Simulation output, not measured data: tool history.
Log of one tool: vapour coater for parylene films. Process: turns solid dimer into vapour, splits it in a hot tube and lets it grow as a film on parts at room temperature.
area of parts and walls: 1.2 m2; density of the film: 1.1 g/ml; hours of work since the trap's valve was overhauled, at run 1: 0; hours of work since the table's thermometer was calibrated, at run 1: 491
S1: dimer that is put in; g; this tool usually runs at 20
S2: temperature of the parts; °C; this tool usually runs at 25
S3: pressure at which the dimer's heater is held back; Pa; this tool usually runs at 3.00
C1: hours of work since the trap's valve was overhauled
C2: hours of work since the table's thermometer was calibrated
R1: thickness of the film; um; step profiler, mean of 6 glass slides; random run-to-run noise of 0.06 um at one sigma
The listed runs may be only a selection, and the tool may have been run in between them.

run	hour	S1	S2	S3	C1	C2	R1
1	0.0	20	25	3.00	0	491	8.35
2	12.5	20	25	4.93	11	502	7.65
3	37.1	20	25	4.93	32	523	7.79
4	59.3	20	25	4.93	51	542	7.79
5	83.4	20	25	4.93	71	562	7.83
6	104.4	20	25	4.93	89	580	7.79
7	116.8	20	25	4.93	100	591	7.82
8	132.6	20	25	2.20	113	604	8.73
9	147.5	9	25	3.00	126	617	3.73
10	162.1	9	25	3.00	138	629	3.68
11	184.9	28	25	3.00	158	649	11.55
12	198.5	28	25	3.00	169	660	11.50
13	222.4	20	25	3.00	190	681	8.18
14	245.6	20	25	3.00	209	700	8.21
15	256.7	20	25	3.00	219	710	8.41
16	275.2	20	25	3.00	235	726	8.23
17	287.2	20	25	4.90	245	736	7.82
18	299.0	20	25	3.18	255	746	8.15
19	313.9	25	21	3.93	268	759	10.68
20	332.9	19	30	5.54	284	775	6.55
21	351.7	14	34	2.28	300	791	4.99
22	368.7	9	27	2.79	314	805	3.59
23	382.1	13	37	3.00	326	817	4.20
24	402.0	23	26	2.03	343	834	9.87
# hour 415.4: trap's valve overhauled
25	417.5	13	34	7.21	2	844	4.01
26	428.4	20	25	2.82	11	853	8.41
27	445.2	20	25	2.91	25	867	8.27
28	459.7	20	25	2.91	38	879	8.31
29	479.0	20	25	2.91	54	896	8.34
30	499.0	14	25	3.00	71	913	5.90
31	523.8	14	25	3.00	92	934	5.81
32	534.1	12	35	2.81	101	943	4.06
33	547.9	31	18	2.56	113	955	15.41
34	561.6	11	18	2.56	125	966	5.41
# hour 578.8: table's thermometer calibrated
35	581.6	28	27	3.00	141	2	11.20
36	599.1	15	34	4.11	156	17	4.95

Entry by entry between the runs, the difference in hidden state between the last listed run before and the first listed run after:
Between runs 24 and 25: trap's valve overhauled (hour 415.4)
  vapour lost through the trap's worn valve, %: 0.3 -> 0
Between runs 34 and 35: table's thermometer calibrated (hour 578.8)
  true temperature of the parts over the reading, C: 0.06 -> 0
